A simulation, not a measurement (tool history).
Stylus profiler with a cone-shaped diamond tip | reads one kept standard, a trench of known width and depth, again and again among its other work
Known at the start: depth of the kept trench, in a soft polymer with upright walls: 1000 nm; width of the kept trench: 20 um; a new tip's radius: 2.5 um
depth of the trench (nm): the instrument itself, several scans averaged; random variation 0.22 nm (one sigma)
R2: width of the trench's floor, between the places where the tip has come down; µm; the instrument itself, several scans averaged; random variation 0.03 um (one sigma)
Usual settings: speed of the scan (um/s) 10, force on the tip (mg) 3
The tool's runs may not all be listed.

run 1 hour=0 | speed_of_the_scan_(um/s)=10 force_on_the_tip_(mg)=3 | depth_of_the_trench_(nm)=1007.01 R2=15.88
run 2 hour=69.1 | speed_of_the_scan_(um/s)=10 force_on_the_tip_(mg)=3 | depth_of_the_trench_(nm)=1007.08 R2=15.81
run 3 hour=124.1 | speed_of_the_scan_(um/s)=10 force_on_the_tip_(mg)=3 | depth_of_the_trench_(nm)=1006.82 R2=15.7
run 4 hour=173.6 | speed_of_the_scan_(um/s)=10 force_on_the_tip_(mg)=3 | depth_of_the_trench_(nm)=1007.49 R2=15.58
run 5 hour=263.6 | speed_of_the_scan_(um/s)=10 force_on_the_tip_(mg)=4.99 | depth_of_the_trench_(nm)=1010.02 R2=15.55
run 6 hour=318.6 | speed_of_the_scan_(um/s)=10 force_on_the_tip_(mg)=7.87 | depth_of_the_trench_(nm)=1013.49 R2=15.47
run 7 hour=403 | speed_of_the_scan_(um/s)=10 force_on_the_tip_(mg)=7.87 | depth_of_the_trench_(nm)=1013.72 R2=15.31
run 8 hour=524.1 | speed_of_the_scan_(um/s)=10 force_on_the_tip_(mg)=3.37 | depth_of_the_trench_(nm)=1008.17 R2=15.07
run 9 hour=616.6 | speed_of_the_scan_(um/s)=2 force_on_the_tip_(mg)=3 | depth_of_the_trench_(nm)=1007.9 R2=15.01
run 10 hour=693.7 | speed_of_the_scan_(um/s)=2 force_on_the_tip_(mg)=3 | depth_of_the_trench_(nm)=1008.44 R2=14.98
run 11 hour=791 | speed_of_the_scan_(um/s)=10 force_on_the_tip_(mg)=4.16 | depth_of_the_trench_(nm)=1010.28 R2=14.7
run 12 hour=889.3 | speed_of_the_scan_(um/s)=10 force_on_the_tip_(mg)=4.16 | depth_of_the_trench_(nm)=1009.88 R2=14.62
run 13 hour=982.1 | speed_of_the_scan_(um/s)=10 force_on_the_tip_(mg)=4.16 | depth_of_the_trench_(nm)=1010.48 R2=14.54
run 14 hour=1099.6 | speed_of_the_scan_(um/s)=10 force_on_the_tip_(mg)=4.16 | depth_of_the_trench_(nm)=1010.36 R2=14.4
run 15 hour=1195.9 | speed_of_the_scan_(um/s)=6 force_on_the_tip_(mg)=3 | depth_of_the_trench_(nm)=1009.49 R2=14.25
run 16 hour=1290.1 | speed_of_the_scan_(um/s)=6 force_on_the_tip_(mg)=3 | depth_of_the_trench_(nm)=1009.76 R2=14.18
run 17 hour=1369.4 | speed_of_the_scan_(um/s)=6 force_on_the_tip_(mg)=3 | depth_of_the_trench_(nm)=1010 R2=14.09
run 18 hour=1438.8 | speed_of_the_scan_(um/s)=10 force_on_the_tip_(mg)=3 | depth_of_the_trench_(nm)=1009.67 R2=14.01
run 19 hour=1488.5 | speed_of_the_scan_(um/s)=10 force_on_the_tip_(mg)=3 | depth_of_the_trench_(nm)=1009.94 R2=14.01
run 20 hour=1549.1 | speed_of_the_scan_(um/s)=10 force_on_the_tip_(mg)=3 | depth_of_the_trench_(nm)=1009.78 R2=13.86
run 21 hour=1606.7 | speed_of_the_scan_(um/s)=3 force_on_the_tip_(mg)=3 | depth_of_the_trench_(nm)=1010.04 R2=13.83
-- hour=1612.8 height scale calibrated on a step standard
run 22 hour=1725.8 | speed_of_the_scan_(um/s)=3 force_on_the_tip_(mg)=3 | depth_of_the_trench_(nm)=1012.32 R2=13.77
run 23 hour=1829.7 | speed_of_the_scan_(um/s)=17 force_on_the_tip_(mg)=3.01 | depth_of_the_trench_(nm)=1012.71 R2=13.62
run 24 hour=1893.6 | speed_of_the_scan_(um/s)=17 force_on_the_tip_(mg)=3.01 | depth_of_the_trench_(nm)=1012.48 R2=13.5
run 25 hour=1997.2 | speed_of_the_scan_(um/s)=2 force_on_the_tip_(mg)=4.85 | depth_of_the_trench_(nm)=1015.49 R2=13.41
run 26 hour=2087.7 | speed_of_the_scan_(um/s)=2 force_on_the_tip_(mg)=4.85 | depth_of_the_trench_(nm)=1015.47 R2=13.37
-- hour=2131.7 height scale calibrated on a step standard, once more
run 27 hour=2184.3 | speed_of_the_scan_(um/s)=20 force_on_the_tip_(mg)=7.08 | depth_of_the_trench_(nm)=1012.47 R2=13.2
run 28 hour=2241.9 | speed_of_the_scan_(um/s)=6 force_on_the_tip_(mg)=1.02 | depth_of_the_trench_(nm)=1003.61 R2=13.17
run 29 hour=2304.2 | speed_of_the_scan_(um/s)=15 force_on_the_tip_(mg)=2.45 | depth_of_the_trench_(nm)=1006.61 R2=13.13
run 30 hour=2382.3 | speed_of_the_scan_(um/s)=5 force_on_the_tip_(mg)=2 | depth_of_the_trench_(nm)=1006.26 R2=13.07
-- hour=2410.5 new tip fitted, height scale calibrated
run 31 hour=2474.8 | speed_of_the_scan_(um/s)=5 force_on_the_tip_(mg)=2 | depth_of_the_trench_(nm)=1004.97 R2=16
run 32 hour=2541.7 | speed_of_the_scan_(um/s)=5 force_on_the_tip_(mg)=2 | depth_of_the_trench_(nm)=1005.2 R2=15.8
run 33 hour=2662.2 | speed_of_the_scan_(um/s)=29 force_on_the_tip_(mg)=1.92 | depth_of_the_trench_(nm)=1005.47 R2=15.61
run 34 hour=2745.3 | speed_of_the_scan_(um/s)=7 force_on_the_tip_(mg)=3.45 | depth_of_the_trench_(nm)=1007.94 R2=15.57
run 35 hour=2844.3 | speed_of_the_scan_(um/s)=19 force_on_the_tip_(mg)=1.76 | depth_of_the_trench_(nm)=1005.58 R2=15.37
run 36 hour=2966 | speed_of_the_scan_(um/s)=12 force_on_the_tip_(mg)=7.16 | depth_of_the_trench_(nm)=1013.11 R2=15.24
run 37 hour=3030.6 | speed_of_the_scan_(um/s)=21 force_on_the_tip_(mg)=1.02 | depth_of_the_trench_(nm)=1004.13 R2=15.11
run 38 hour=3108 | speed_of_the_scan_(um/s)=21 force_on_the_tip_(mg)=1.02 | depth_of_the_trench_(nm)=1004.27 R2=14.99
run 39 hour=3180.3 | speed_of_the_scan_(um/s)=21 force_on_the_tip_(mg)=1.67 | depth_of_the_trench_(nm)=1005.46 R2=14.83
run 40 hour=3249.4 | speed_of_the_scan_(um/s)=14 force_on_the_tip_(mg)=5.55 | depth_of_the_trench_(nm)=1011.24 R2=14.83
run 41 hour=3328.6 | speed_of_the_scan_(um/s)=5 force_on_the_tip_(mg)=6.42 | depth_of_the_trench_(nm)=1012.52 R2=14.75
run 42 hour=3408.8 | speed_of_the_scan_(um/s)=5 force_on_the_tip_(mg)=6.42 | depth_of_the_trench_(nm)=1013.47 R2=14.66

4 ways to go on from here, each from the tool as it stands after run 42. What would each give?
run A hour=3468.2 | speed_of_the_scan_(um/s)=3 force_on_the_tip_(mg)=8.95 | depth_of_the_trench_(nm)=? R2=?
run B hour=3468.2 | speed_of_the_scan_(um/s)=28 force_on_the_tip_(mg)=5.1 | depth_of_the_trench_(nm)=? R2=?
run C hour=3468.2 | speed_of_the_scan_(um/s)=3 force_on_the_tip_(mg)=2.39 | depth_of_the_trench_(nm)=? R2=?
run D hour=3468.2 | speed_of_the_scan_(um/s)=36 force_on_the_tip_(mg)=1.51 | depth_of_the_trench_(nm)=? R2=?

run=A depth_of_the_trench_(nm)=1015.94 R2=14.58
run=B depth_of_the_trench_(nm)=1011.51 R2=14.59
run=C depth_of_the_trench_(nm)=1007.84 R2=14.56
run=D depth_of_the_trench_(nm)=1006.35 R2=14.47
Without the tool's hidden state the same runs would have given:
run=A depth_of_the_trench_(nm)=1014.09 R2=16
run=B depth_of_the_trench_(nm)=1009.67 R2=16.01
run=C depth_of_the_trench_(nm)=1006.01 R2=15.98
run=D depth_of_the_trench_(nm)=1004.52 R2=15.89

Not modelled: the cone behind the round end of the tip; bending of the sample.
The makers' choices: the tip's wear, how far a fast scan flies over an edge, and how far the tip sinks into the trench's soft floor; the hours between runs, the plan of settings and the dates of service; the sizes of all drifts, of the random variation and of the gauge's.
